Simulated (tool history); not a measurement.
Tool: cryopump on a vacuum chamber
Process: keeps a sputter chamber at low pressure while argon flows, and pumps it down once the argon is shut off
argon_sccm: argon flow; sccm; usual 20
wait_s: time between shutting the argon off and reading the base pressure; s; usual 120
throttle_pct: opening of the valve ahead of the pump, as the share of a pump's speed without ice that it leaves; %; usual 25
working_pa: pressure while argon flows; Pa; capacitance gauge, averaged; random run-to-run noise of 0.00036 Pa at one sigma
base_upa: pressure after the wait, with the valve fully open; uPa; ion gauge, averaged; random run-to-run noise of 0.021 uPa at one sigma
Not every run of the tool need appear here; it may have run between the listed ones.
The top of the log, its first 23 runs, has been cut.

run,hour,argon_sccm,wait_s,throttle_pct,hours of work since the pump was warmed up and emptied,hours of work since the cold head was overhauled,hours of work since the chamber's fittings were tightened,working_pa,base_upa
24,744.0,38,87,48,880,880,301,0.0652,0.64
25,781.3,20,120,17,912,912,332,0.0863,0.54
# hour 823.7: pump warmed up, emptied and cooled again
26,832.5,10,229,25,7,951,372,0.0279,0.29
27,878.6,10,229,24,47,991,411,0.0291,0.33
28,897.7,24,43,24,63,1007,427,0.0702,0.99
29,931.0,24,102,24,91,1035,456,0.0704,0.52
30,964.4,37,102,24,120,1064,484,0.1082,0.53
31,997.0,37,102,24,148,1092,512,0.1080,0.54

Branching from run 31: 3 alternative next runs. What would each branch give?
A,1040.9,20,120,17,185,1129,549,?,?
B,1040.9,27,46,22,185,1129,549,?,?
C,1040.9,37,102,16,185,1129,549,?,?

run,working_pa,base_upa
A,0.0828,0.50
B,0.0867,0.95
C,0.1604,0.53
Without the tool's hidden state the same runs would have given:
run,working_pa,base_upa
A,0.0818,0.42
B,0.0853,0.86
C,0.1585,0.45
